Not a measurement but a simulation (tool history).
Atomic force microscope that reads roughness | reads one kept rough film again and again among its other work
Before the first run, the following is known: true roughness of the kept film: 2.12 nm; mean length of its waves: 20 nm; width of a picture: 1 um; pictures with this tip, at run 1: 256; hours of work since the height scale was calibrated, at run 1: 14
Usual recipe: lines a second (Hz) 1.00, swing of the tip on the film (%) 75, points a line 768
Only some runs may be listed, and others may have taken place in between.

run   hour  lines a second (Hz)  swing of the tip on the film (%)  points a line  pictures with this tip  hours of work since the height scale was calibrated  roughness of the kept film (nm (root mean square))
  1    0.0                 1.00                                75            768                     256                                                   14                                               1.372
  2   10.9                 1.00                                75            768                     270                                                   21                                               1.372
  3   19.8                 1.00                                75            768                     281                                                   26                                               1.349
      29.6  -- new tip fitted
  4   30.9                 1.00                                58            768                       2                                                   33                                               1.785
  5   40.8                 1.00                                58            768                      14                                                   40                                               1.758
  6   48.3                 1.00                                75            768                      24                                                   44                                               1.662
  7   60.3                 1.00                                75            768                      39                                                   52                                               1.644
  8   65.6                 1.00                                75            768                      45                                                   55                                               1.632
  9   73.6                 1.00                                75            768                      55                                                   60                                               1.630
 10   84.0                 1.00                                75            768                      68                                                   67                                               1.620
 11   92.7                 1.00                                75            768                      79                                                   73                                               1.598
 12  103.6                 1.00                                75            768                      93                                                   80                                               1.581
 13  113.3                 1.00                                75            768                     105                                                   86                                               1.565
 14  119.5                 1.00                                75            768                     112                                                   90                                               1.562
 15  127.1                 1.00                                75            768                     122                                                   95                                               1.552
 16  138.4                 1.00                                75            768                     136                                                  102                                               1.544
     140.4  -- height scale calibrated on a step standard
 17  148.9                 0.60                                90            768                     148                                                    5                                               1.488
 18  160.4                 0.60                                90            768                     162                                                   13                                               1.477
 19  165.4                 0.60                                90            768                     168                                                   16                                               1.467
 20  170.8                 1.63                                59            864                     175                                                   19                                               1.524
     176.4  -- height scale calibrated on a step standard, once more
 21  182.4                 0.65                                73            263                     188                                                    4                                               1.476
 22  190.6                 0.97                                77            263                     199                                                    9                                               1.415
 23  198.8                 0.63                                73            263                     209                                                   14                                               1.460
 24  208.5                 1.60                                79            491                     221                                                   20                                               1.331
 25  219.2                 1.60                                79            491                     234                                                   27                                               1.321
 26  226.4                 1.00                                63            768                     243                                                   32                                               1.464
 27  232.5                 2.07                                76            321                     251                                                   36                                               1.272
 28  244.1                 2.07                                76            321                     265                                                   43                                               1.260
 29  251.8                 1.18                                60            477                     275                                                   48                                               1.437

Each row is a separate what-if for the run after 29, all from the same tool condition, not one after another. Results?
  A  258.9                 1.00                                75            923                     284                                                   53                                                   ?
  B  258.9                 1.11                                60            376                     284                                                   53                                                   ?
  C  258.9                 0.74                                79            409                     284                                                   53                                                   ?
  D  258.9                 0.96                                74            351                     284                                                   53                                                   ?

run  roughness of the kept film (nm (root mean square))
  A                                               1.379
  B                                               1.406
  C                                               1.370
  D                                               1.368
With the hidden condition removed and each run's random variation left untouched, the same runs would have given:
run  roughness of the kept film (nm (root mean square))
  A                                               1.710
  B                                               1.744
  C                                               1.699
  D                                               1.697
